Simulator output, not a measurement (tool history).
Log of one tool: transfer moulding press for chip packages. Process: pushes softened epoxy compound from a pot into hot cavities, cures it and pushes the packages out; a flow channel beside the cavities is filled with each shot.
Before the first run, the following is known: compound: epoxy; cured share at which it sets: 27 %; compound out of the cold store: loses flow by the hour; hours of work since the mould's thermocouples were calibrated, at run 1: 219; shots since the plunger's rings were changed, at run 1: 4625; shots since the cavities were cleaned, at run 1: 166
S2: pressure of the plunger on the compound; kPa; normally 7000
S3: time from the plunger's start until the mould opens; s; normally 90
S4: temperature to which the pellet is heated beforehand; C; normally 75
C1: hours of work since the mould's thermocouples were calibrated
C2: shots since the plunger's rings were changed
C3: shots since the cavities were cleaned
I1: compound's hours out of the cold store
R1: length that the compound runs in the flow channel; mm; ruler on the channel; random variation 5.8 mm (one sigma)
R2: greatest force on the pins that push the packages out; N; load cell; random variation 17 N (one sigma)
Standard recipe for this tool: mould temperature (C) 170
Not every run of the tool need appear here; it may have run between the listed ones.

{"run": 1, "day": 0.0, "mould temperature (C)": 170, "S2": 7000, "S3": 90, "S4": 75, "C1": 219, "C2": 4625, "C3": 166, "I1": 23.6, "R1": 580, "R2": 785}
{"run": 2, "day": 0.958, "mould temperature (C)": 170, "S2": 7000, "S3": 90, "S4": 75, "C1": 230, "C2": 4827, "C3": 368, "I1": 10.4, "R1": 630, "R2": 844}
{"run": 3, "day": 1.638, "mould temperature (C)": 166, "S2": 7000, "S3": 90, "S4": 75, "C1": 237, "C2": 4969, "C3": 510, "I1": 39.3, "R1": 525, "R2": 1042}
{"day": 2.025, "done": "cavities cleaned with cleaning compound and waxed"}
{"run": 4, "day": 2.662, "mould temperature (C)": 166, "S2": 7000, "S3": 90, "S4": 75, "C1": 248, "C2": 5171, "C3": 134, "I1": 23.3, "R1": 596, "R2": 1119}
{"run": 5, "day": 3.621, "mould temperature (C)": 166, "S2": 7000, "S3": 90, "S4": 75, "C1": 258, "C2": 5371, "C3": 334, "I1": 20.3, "R1": 602, "R2": 1105}
{"run": 6, "day": 4.421, "mould temperature (C)": 170, "S2": 7000, "S3": 90, "S4": 75, "C1": 267, "C2": 5539, "C3": 502, "I1": 29.9, "R1": 554, "R2": 755}
{"day": 4.825, "done": "cavities cleaned with cleaning compound and waxed"}
{"run": 7, "day": 5.092, "mould temperature (C)": 170, "S2": 5770, "S3": 90, "S4": 75, "C1": 274, "C2": 5667, "C3": 55, "I1": 43.7, "R1": 453, "R2": 732}
{"run": 8, "day": 5.642, "mould temperature (C)": 170, "S2": 6590, "S3": 90, "S4": 75, "C1": 280, "C2": 5783, "C3": 171, "I1": 19, "R1": 576, "R2": 820}
{"run": 9, "day": 6.658, "mould temperature (C)": 170, "S2": 6590, "S3": 90, "S4": 75, "C1": 291, "C2": 5996, "C3": 384, "I1": 38.1, "R1": 506, "R2": 759}
{"run": 10, "day": 7.167, "mould temperature (C)": 170, "S2": 6590, "S3": 90, "S4": 75, "C1": 296, "C2": 6102, "C3": 490, "I1": 8.5, "R1": 632, "R2": 853}
{"day": 7.646, "done": "cavities cleaned with cleaning compound and waxed"}
{"run": 11, "day": 8.283, "mould temperature (C)": 170, "S2": 7000, "S3": 90, "S4": 75, "C1": 308, "C2": 6323, "C3": 133, "I1": 34.8, "R1": 548, "R2": 767}
{"run": 12, "day": 9.279, "mould temperature (C)": 170, "S2": 7000, "S3": 90, "S4": 75, "C1": 319, "C2": 6532, "C3": 342, "I1": 10.5, "R1": 645, "R2": 867}
{"run": 13, "day": 9.967, "mould temperature (C)": 170, "S2": 7000, "S3": 90, "S4": 75, "C1": 327, "C2": 6677, "C3": 487, "I1": 26, "R1": 576, "R2": 778}
{"day": 10.208, "done": "plunger's sealing rings changed"}
{"day": 10.604, "done": "cavities cleaned with cleaning compound and waxed"}
{"run": 14, "day": 10.638, "mould temperature (C)": 170, "S2": 7000, "S3": 90, "S4": 75, "C1": 332, "C2": 77, "C3": 7, "I1": 9.5, "R1": 659, "R2": 824}
{"run": 15, "day": 11.646, "mould temperature (C)": 170, "S2": 7000, "S3": 90, "S4": 75, "C1": 343, "C2": 289, "C3": 219, "I1": 41.9, "R1": 516, "R2": 733}
{"run": 16, "day": 12.508, "mould temperature (C)": 170, "S2": 7000, "S3": 90, "S4": 75, "C1": 353, "C2": 469, "C3": 399, "I1": 29.1, "R1": 566, "R2": 768}
{"day": 13.433, "done": "cavities cleaned with cleaning compound and waxed"}
{"run": 17, "day": 13.433, "mould temperature (C)": 170, "S2": 7000, "S3": 90, "S4": 75, "C1": 362, "C2": 651, "C3": 0, "I1": 22.9, "R1": 572, "R2": 774}
{"run": 18, "day": 14.342, "mould temperature (C)": 170, "S2": 7000, "S3": 90, "S4": 75, "C1": 372, "C2": 841, "C3": 190, "I1": 17.3, "R1": 609, "R2": 815}
{"run": 19, "day": 15.067, "mould temperature (C)": 170, "S2": 6970, "S3": 75, "S4": 73, "C1": 380, "C2": 993, "C3": 342, "I1": 42.6, "R1": 513, "R2": 1172}
{"run": 20, "day": 16.025, "mould temperature (C)": 170, "S2": 6970, "S3": 75, "S4": 73, "C1": 391, "C2": 1194, "C3": 543, "I1": 23.8, "R1": 582, "R2": 1295}
{"day": 16.258, "done": "cavities cleaned with cleaning compound and waxed"}
{"run": 21, "day": 16.921, "mould temperature (C)": 170, "S2": 6970, "S3": 75, "S4": 73, "C1": 400, "C2": 1369, "C3": 139, "I1": 32.1, "R1": 541, "R2": 1267}
{"run": 22, "day": 17.754, "mould temperature (C)": 170, "S2": 6970, "S3": 75, "S4": 73, "C1": 409, "C2": 1543, "C3": 313, "I1": 25, "R1": 577, "R2": 1230}
{"run": 23, "day": 18.671, "mould temperature (C)": 170, "S2": 5310, "S3": 90, "S4": 75, "C1": 419, "C2": 1736, "C3": 506, "I1": 13.4, "R1": 546, "R2": 814}
{"day": 19.062, "done": "cavities cleaned with cleaning compound and waxed"}
{"run": 24, "day": 19.317, "mould temperature (C)": 170, "S2": 5310, "S3": 90, "S4": 75, "C1": 426, "C2": 1858, "C3": 53, "I1": 37.4, "R1": 457, "R2": 741}
{"run": 25, "day": 20.288, "mould temperature (C)": 172, "S2": 8310, "S3": 71, "S4": 80, "C1": 436, "C2": 2062, "C3": 257, "I1": 23.9, "R1": 629, "R2": 1219}
{"run": 26, "day": 21.312, "mould temperature (C)": 172, "S2": 7930, "S3": 90, "S4": 70, "C1": 448, "C2": 2277, "C3": 472, "I1": 29, "R1": 580, "R2": 700}
{"day": 21.904, "done": "cavities cleaned with cleaning compound and waxed"}
{"run": 27, "day": 22.171, "mould temperature (C)": 165, "S2": 7170, "S3": 106, "S4": 79, "C1": 456, "C2": 2444, "C3": 56, "I1": 8.7, "R1": 672, "R2": 831}
{"run": 28, "day": 23.05, "mould temperature (C)": 167, "S2": 7990, "S3": 125, "S4": 79, "C1": 466, "C2": 2628, "C3": 240, "I1": 26.6, "R1": 614, "R2": 501}
{"run": 29, "day": 23.95, "mould temperature (C)": 167, "S2": 5260, "S3": 100, "S4": 79, "C1": 476, "C2": 2817, "C3": 429, "I1": 41.1, "R1": 447, "R2": 709}

Selected run-to-run steps in R2, each split into two signed amounts: the part the tool would show with no hidden state at all (from settings, incoming material and random variation), and the remainder, which goes to the hidden state together with any gauge scatter not common to the measured and the hidden-state-free results:
The tool's hidden condition here consists of: true mould temperature over the reading, C; pressure that reaches the compound, % of what is set; grip of the stained cavities, % over clean ones'; drift of the gauge itself on flow_mm, %; drift of the gauge itself on push_out_n, %.
Run 16 -> 17: cavities cleaned with cleaning compound and waxed. R2 +6 N: hidden state -11, all else +17.
Run 20 -> 21: cavities cleaned with cleaning compound and waxed. R2 -28 N: hidden state -13, all else -15.
Run 24 -> 25: mould temperature (C) 170 -> 172, S2 5310 -> 8310, S3 90 -> 71, S4 75 -> 80. R2 +478 N: hidden state +11, all else +467.
Run 25 -> 26: S2 8310 -> 7930, S3 71 -> 90, S4 80 -> 70. R2 -519 N: hidden state -3, all else -516.
